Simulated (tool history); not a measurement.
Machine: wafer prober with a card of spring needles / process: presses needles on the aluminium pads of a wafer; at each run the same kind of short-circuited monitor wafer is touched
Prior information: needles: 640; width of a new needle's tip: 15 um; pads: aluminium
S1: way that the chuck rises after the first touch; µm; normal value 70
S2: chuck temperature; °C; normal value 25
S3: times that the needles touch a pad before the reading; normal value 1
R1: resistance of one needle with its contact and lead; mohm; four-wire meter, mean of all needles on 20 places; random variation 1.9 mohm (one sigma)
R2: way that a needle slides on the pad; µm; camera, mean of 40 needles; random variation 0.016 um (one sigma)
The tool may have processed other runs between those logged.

{"run": 1, "day": 0.0, "S1": 70, "S2": 25, "S3": 1, "R1": 322, "R2": 10.05}
{"run": 2, "day": 0.233, "S1": 70, "S2": 25, "S3": 1, "R1": 340, "R2": 10.03}
{"run": 3, "day": 0.508, "S1": 70, "S2": 102, "S3": 1, "R1": 271, "R2": 10.07}
{"run": 4, "day": 0.783, "S1": 70, "S2": 102, "S3": 1, "R1": 333, "R2": 10.07}
{"run": 5, "day": 0.971, "S1": 58, "S2": 25, "S3": 1, "R1": 391, "R2": 8.29}
{"run": 6, "day": 1.254, "S1": 58, "S2": 110, "S3": 1, "R1": 307, "R2": 8.32}
{"run": 7, "day": 1.554, "S1": 58, "S2": 110, "S3": 1, "R1": 381, "R2": 8.31}
{"run": 8, "day": 1.767, "S1": 58, "S2": 110, "S3": 1, "R1": 395, "R2": 8.3}
{"run": 9, "day": 1.942, "S1": 58, "S2": 110, "S3": 1, "R1": 308, "R2": 8.31}
{"run": 10, "day": 2.242, "S1": 70, "S2": 62, "S3": 1, "R1": 334, "R2": 10.02}
{"run": 11, "day": 2.6, "S1": 70, "S2": 25, "S3": 1, "R1": 245, "R2": 10.02}
{"run": 12, "day": 2.912, "S1": 70, "S2": 25, "S3": 1, "R1": 327, "R2": 10.05}
{"run": 13, "day": 3.108, "S1": 70, "S2": 25, "S3": 1, "R1": 340, "R2": 10.02}
{"run": 14, "day": 3.35, "S1": 70, "S2": 25, "S3": 1, "R1": 262, "R2": 10.02}
{"run": 15, "day": 3.571, "S1": 70, "S2": 25, "S3": 1, "R1": 324, "R2": 9.99}
{"run": 16, "day": 3.833, "S1": 70, "S2": 25, "S3": 1, "R1": 343, "R2": 10.04}
{"run": 17, "day": 4.008, "S1": 70, "S2": 25, "S3": 1, "R1": 248, "R2": 9.99}
{"run": 18, "day": 4.196, "S1": 70, "S2": 75, "S3": 1, "R1": 316, "R2": 10.02}
{"run": 19, "day": 4.462, "S1": 70, "S2": 75, "S3": 1, "R1": 348, "R2": 10.01}
{"run": 20, "day": 4.758, "S1": 70, "S2": 75, "S3": 1, "R1": 278, "R2": 10}
{"run": 21, "day": 4.992, "S1": 60, "S2": 25, "S3": 2, "R1": 305, "R2": 8.55}
{"run": 22, "day": 5.217, "S1": 78, "S2": 25, "S3": 2, "R1": 273, "R2": 11.14}
{"run": 23, "day": 5.546, "S1": 78, "S2": 25, "S3": 1, "R1": 278, "R2": 11.22}
{"run": 24, "day": 5.7, "S1": 51, "S2": 73, "S3": 1, "R1": 405, "R2": 7.36}
{"run": 25, "day": 5.917, "S1": 51, "S2": 73, "S3": 1, "R1": 438, "R2": 7.33}
{"run": 26, "day": 6.296, "S1": 63, "S2": 51, "S3": 2, "R1": 283, "R2": 9.04}
{"run": 27, "day": 6.638, "S1": 63, "S2": 40, "S3": 2, "R1": 302, "R2": 9.03}
{"run": 28, "day": 6.867, "S1": 68, "S2": 119, "S3": 1, "R1": 287, "R2": 9.76}
{"run": 29, "day": 7.092, "S1": 70, "S2": 25, "S3": 2, "R1": 280, "R2": 10.04}
{"run": 30, "day": 7.267, "S1": 57, "S2": 25, "S3": 1, "R1": 398, "R2": 8.19}
{"run": 31, "day": 7.642, "S1": 70, "S2": 25, "S3": 1, "R1": 287, "R2": 10.04}
{"run": 32, "day": 7.967, "S1": 70, "S2": 25, "S3": 1, "R1": 336, "R2": 10.03}
{"run": 33, "day": 8.183, "S1": 84, "S2": 37, "S3": 1, "R1": 218, "R2": 12.05}
{"run": 34, "day": 8.417, "S1": 84, "S2": 37, "S3": 1, "R1": 275, "R2": 12.04}

Put back what was entered between runs (13 entries, withheld): which listed runs does each sit between, and how does the hidden state differ from the listed run before to the listed run after?
Between runs 2 and 3: tips cleaned on abrasive film (day 0.425)
  debris on the tips, nm: 152.3 -> 60.2; way that the needles fall short of the set height, um: 0.19 -> 0.24; tips' diameter, um: 15.32 -> 15.34
  the result without the hidden state subtracted from the measured one, R1: +136 -> +49 mohm; R2: -0.03 -> -0.04 µm
Between runs 5 and 6: tips cleaned on abrasive film (day 1.125)
  debris on the tips, nm: 151.2 -> 74.1; way that the needles fall short of the set height, um: 0.24 -> 0.33; tips' diameter, um: 15.34 -> 15.37
  the result without the hidden state subtracted from the measured one, R1: +186 -> +80 mohm; R2: -0.04 -> -0.05 µm
Between runs 8 and 9: tips cleaned on abrasive film (day 1.838)
  debris on the tips, nm: 154.5 -> 71.6; way that the needles fall short of the set height, um: 0.33 -> 0.39; tips' diameter, um: 15.37 -> 15.39
  the result without the hidden state subtracted from the measured one, R1: +168 -> +80 mohm; R2: -0.05 -> -0.06 µm
Between runs 10 and 11: tips cleaned on abrasive film (day 2.546)
  debris on the tips, nm: 138.6 -> 46.2; way that the needles fall short of the set height, um: 0.39 -> 0.47; tips' diameter, um: 15.39 -> 15.42
  the result without the hidden state subtracted from the measured one, R1: +120 -> +42 mohm; R2: -0.05 -> -0.06 µm
Between runs 13 and 14: tips cleaned on abrasive film (day 3.242)
  debris on the tips, nm: 153.4 -> 67.2; way that the needles fall short of the set height, um: 0.47 -> 0.54; tips' diameter, um: 15.42 -> 15.44
  the result without the hidden state subtracted from the measured one, R1: +139 -> +61 mohm; R2: -0.06 -> -0.08 µm
Between runs 16 and 17: tips cleaned on abrasive film (day 3.954)
  debris on the tips, nm: 153.8 -> 46.3; way that the needles fall short of the set height, um: 0.54 -> 0.6; tips' diameter, um: 15.44 -> 15.46
  the result without the hidden state subtracted from the measured one, R1: +140 -> +43 mohm; R2: -0.08 -> -0.09 µm
Between runs 19 and 20: tips cleaned on abrasive film (day 4.646)
  debris on the tips, nm: 149.6 -> 71.4; way that the needles fall short of the set height, um: 0.6 -> 0.66; tips' diameter, um: 15.46 -> 15.48
  the result without the hidden state subtracted from the measured one, R1: +129 -> +62 mohm; R2: -0.08 -> -0.09 µm
Between runs 22 and 23: height of the first contact set anew (day 5.258); tips cleaned on abrasive film (day 5.367)
  debris on the tips, nm: 153.2 -> 95; way that the needles fall short of the set height, um: 0.66 -> 0.09; tips' diameter, um: 15.48 -> 15.52
  the result without the hidden state subtracted from the measured one, R1: +71 -> +73 mohm; R2: -0.1 -> -0.02 µm
Between runs 25 and 26: tips cleaned on abrasive film (day 6.062)
  debris on the tips, nm: 151.1 -> 112.4; way that the needles fall short of the set height, um: 0.09 -> 0.14; tips' diameter, um: 15.52 -> 15.53
  the result without the hidden state subtracted from the measured one, R1: +219 -> +71 mohm; R2: -0.02 -> -0.02 µm
Between runs 27 and 28: tips cleaned on abrasive film (day 6.767)
  debris on the tips, nm: 151.5 -> 70.4; way that the needles fall short of the set height, um: 0.14 -> 0.23; tips' diameter, um: 15.53 -> 15.57
  the result without the hidden state subtracted from the measured one, R1: +96 -> +59 mohm; R2: -0.02 -> -0.04 µm
Between runs 30 and 31: tips cleaned on abrasive film (day 7.462)
  debris on the tips, nm: 148.4 -> 94.2; way that the needles fall short of the set height, um: 0.23 -> 0.3; tips' diameter, um: 15.57 -> 15.59
  the result without the hidden state subtracted from the measured one, R1: +193 -> +86 mohm; R2: -0.03 -> -0.05 µm
Between runs 32 and 33: tips cleaned on abrasive film (day 8.175)
  debris on the tips, nm: 148 -> 16; way that the needles fall short of the set height, um: 0.3 -> 0.38; tips' diameter, um: 15.59 -> 15.62
  the result without the hidden state subtracted from the measured one, R1: +135 -> +11 mohm; R2: -0.04 -> -0.05 µm

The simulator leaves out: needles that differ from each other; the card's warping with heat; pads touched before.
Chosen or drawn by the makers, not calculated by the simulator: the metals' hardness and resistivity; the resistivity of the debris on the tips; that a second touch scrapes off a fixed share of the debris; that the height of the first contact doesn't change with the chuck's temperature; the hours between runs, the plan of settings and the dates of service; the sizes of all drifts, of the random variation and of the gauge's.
